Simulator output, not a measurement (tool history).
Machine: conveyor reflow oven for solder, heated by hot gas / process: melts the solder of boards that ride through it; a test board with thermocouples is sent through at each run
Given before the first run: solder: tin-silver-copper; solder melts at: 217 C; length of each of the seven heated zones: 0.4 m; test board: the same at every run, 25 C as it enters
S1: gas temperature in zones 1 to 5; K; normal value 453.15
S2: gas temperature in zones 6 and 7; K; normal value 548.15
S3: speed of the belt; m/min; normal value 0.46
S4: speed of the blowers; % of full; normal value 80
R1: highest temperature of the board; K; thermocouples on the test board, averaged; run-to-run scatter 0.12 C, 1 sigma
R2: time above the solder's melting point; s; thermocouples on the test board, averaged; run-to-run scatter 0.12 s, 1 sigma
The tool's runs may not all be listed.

run	hour	S1	S2	S3	S4	R1	R2
1	0	453.15	548.15	0.46	80	539.15	93.6
2	61.9	453.15	548.15	0.46	80	539.25	93.3
3	154.4	453.15	548.15	0.46	80	539.25	93.4
# hour 248.4: thermocouples of zones 6 and 7 changed
4	248.4	453.15	548.15	0.46	80	539.05	93.3
5	332.2	453.15	548.15	0.46	73	537.85	92.4
6	413.8	453.15	545.15	0.46	80	536.15	91.6
7	462.9	453.15	545.15	0.46	80	536.35	91.8
8	535.3	453.15	545.15	0.46	80	536.15	91.7
9	600.9	453.15	548.15	0.46	85	540.05	94
10	687.4	453.15	548.15	0.46	57	534.25	89.8
# hour 769: flux residue cleaned out of gas plates and filters
11	783.1	453.15	540.15	0.46	57	527.35	83.8
12	869.7	453.15	540.15	0.46	57	527.45	84
13	954.6	453.15	540.15	0.46	58	527.55	84.2
14	995.7	467.15	551.15	0.449	63	541.35	103.9
15	1040.5	454.15	547.15	0.449	63	535.85	93.7
16	1095.9	460.15	541.15	0.461	69	531.75	91.7
17	1146.2	468.15	548.15	0.46	61	537.65	100
18	1221.7	462.15	558.15	0.46	73	548.35	102.1
19	1300.8	457.15	558.15	0.522	71	543.95	85.9
# hour 1326.2: belt drive overhauled, speed set with a stopwatch
20	1382.3	468.15	541.15	0.491	87	533.75	91.8

Run 21 is up next; what results do you expect?
21	1420.1	441.15	546.15	0.5	60	?	?

Run 21 produced R1 529.15 K, R2 72.5 s.
If the tool had no hidden condition, the same run with the same run-to-run variation would have returned R1 529.15 K, R2 72.5 s.
